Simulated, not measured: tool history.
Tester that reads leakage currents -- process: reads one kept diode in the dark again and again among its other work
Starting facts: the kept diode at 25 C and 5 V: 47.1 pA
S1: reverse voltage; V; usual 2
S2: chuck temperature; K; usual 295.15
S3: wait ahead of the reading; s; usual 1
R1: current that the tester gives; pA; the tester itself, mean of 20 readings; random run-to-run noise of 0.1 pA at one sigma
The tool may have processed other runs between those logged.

Run 1, hour 0: usual settings. Result: R1 29 pA.
Run 2, hour 100.1: usual settings. Result: R1 29.09 pA.
At hour 179.9: chuck's temperature calibrated.
Run 3, hour 258: usual settings. Result: R1 28.96 pA.
Run 4, hour 418: usual settings. Result: R1 29.2 pA.
Run 5, hour 582.1: usual settings. Result: R1 29.08 pA.
Run 6, hour 749.3: usual settings. Result: R1 28.99 pA.
Run 7, hour 960.7: usual settings. Result: R1 28.89 pA.
At hour 999.2: chuck's temperature calibrated.
At hour 1142: probe card cleaned and baked.
Run 8, hour 1146.9: usual settings. Result: R1 29.11 pA.
Run 9, hour 1341.6: usual settings. Result: R1 29.04 pA.
Run 10, hour 1435.3: usual settings but S2 312.15 K. Result: R1 99.45 pA.
Run 11, hour 1593.9: usual settings but S2 312.15 K. Result: R1 99.56 pA.
Run 12, hour 1744.3: usual settings but S2 332.15 K. Result: R1 368.58 pA.
At hour 1824.7: chuck's temperature calibrated.
Run 13, hour 1870.3: usual settings but S2 332.15 K. Result: R1 366.53 pA.
Run 14, hour 1977.9: usual settings. Result: R1 28.89 pA.
Run 15, hour 2187.3: usual settings. Result: R1 29.05 pA.
Run 16, hour 2306.9: usual settings. Result: R1 29.17 pA.
Run 17, hour 2520.3: usual settings. Result: R1 28.76 pA.
At hour 2642.9: chuck's temperature calibrated.
Run 18, hour 2717.9: usual settings. Result: R1 29.01 pA.
Run 19, hour 2851.6: usual settings. Result: R1 29.15 pA.
Run 20, hour 3045.7: usual settings but S1 1.78 V. Result: R1 28.06 pA.
Run 21, hour 3159.9: usual settings but S1 19.25 V, S2 311.15 K, S3 1.66 s. Result: R1 187.23 pA.
Run 22, hour 3358.7: usual settings but S1 2.14 V, S2 331.15 K, S3 3.12 s. Result: R1 351.22 pA.
At hour 3462.6: chuck's temperature calibrated.
Run 23, hour 3462.6: usual settings but S1 2.14 V, S2 331.15 K, S3 3.12 s. Result: R1 351.39 pA.
At hour 3551.4: probe card cleaned and baked.
Run 24, hour 3575.8: usual settings but S2 293.15 K, S3 0.52 s. Result: R1 25.52 pA.
At hour 3698.7: tester calibrated.
Run 25, hour 3712.7: usual settings but S2 293.15 K, S3 0.52 s. Result: R1 25.73 pA.
Run 26, hour 3929: usual settings but S1 2.95 V, S2 302.15 K, S3 0.52 s. Result: R1 55.96 pA.
Run 27, hour 4138.4: usual settings but S3 4.34 s. Result: R1 28.45 pA.
Run 28, hour 4230.9: usual settings but S1 9.35 V, S2 325.15 K, S3 2.14 s. Result: R1 378.82 pA.
At hour 4303.3: chuck's temperature calibrated.
Run 29, hour 4453.7: usual settings but S1 9.35 V, S2 325.15 K, S3 2.14 s. Result: R1 380.21 pA.
Run 30, hour 4544.4: usual settings but S1 9.35 V, S2 325.15 K, S3 2.14 s. Result: R1 377.24 pA.
Run 31, hour 4760.4: usual settings but S1 9.35 V, S2 325.15 K, S3 2.14 s. Result: R1 377.56 pA.
Run 32, hour 4894.2: usual settings but S1 16.15 V, S2 303.15 K, S3 0.61 s. Result: R1 106.85 pA.
Run 33, hour 5114.7: usual settings but S1 2.56 V, S2 303.15 K, S3 0.96 s. Result: R1 56.65 pA.
At hour 5126.8: chuck's temperature calibrated.
Run 34, hour 5278.7: usual settings but S1 2.21 V, S2 303.15 K, S3 8.14 s. Result: R1 53.81 pA.
Run 35, hour 5462.5: usual settings but S1 1.53 V, S2 329.15 K, S3 3.24 s. Result: R1 281.79 pA.
Run 36, hour 5601.4: usual settings but S1 7.11 V, S2 305.15 K, S3 3.24 s. Result: R1 89.39 pA.
Run 37, hour 5728.8: usual settings but S1 7.11 V, S2 305.15 K, S3 3.28 s. Result: R1 88.9 pA.
Run 38, hour 5855.7: usual settings but S1 1.16 V, S2 305.15 K, S3 1.12 s. Result: R1 51.15 pA.

Below, some changes in R1 between adjacent runs. For each, the amount present without the hidden state too (settings, incoming material, random variation) and the amount remaining for the hidden state with gauge scatter not shared by both compared results:
Unlogged tool condition in this case: stray current of the dirty probe card, pA a volt; current scale over the true one, %; true chuck temperature over the reading, C; drift of the gauge itself on leakage_pa, %.
Run 11 -> 12: S2 312.15 -> 332.15. R1 +269.02 pA: hidden state -0.13, all else +269.15.
Run 12 -> 13: chuck's temperature calibrated. R1 -2.05 pA: hidden state +0.11, all else -2.16.
Run 13 -> 14: S2 332.15 -> 295.15. R1 -337.64 pA: hidden state +0.06, all else -337.7.
Run 21 -> 22: S1 19.25 -> 2.14, S2 311.15 -> 331.15, S3 1.66 -> 3.12. R1 +163.99 pA: hidden state -0.21, all else +164.2.
Run 23 -> 24: S1 2.14 -> 2, S2 331.15 -> 293.15, S3 3.12 -> 0.52, probe card cleaned and baked. R1 -325.87 pA: hidden state +0.06, all else -325.93.
Run 27 -> 28: S1 2 -> 9.35, S2 295.15 -> 325.15, S3 4.34 -> 2.14. R1 +350.37 pA: hidden state -0.08, all else +350.45.
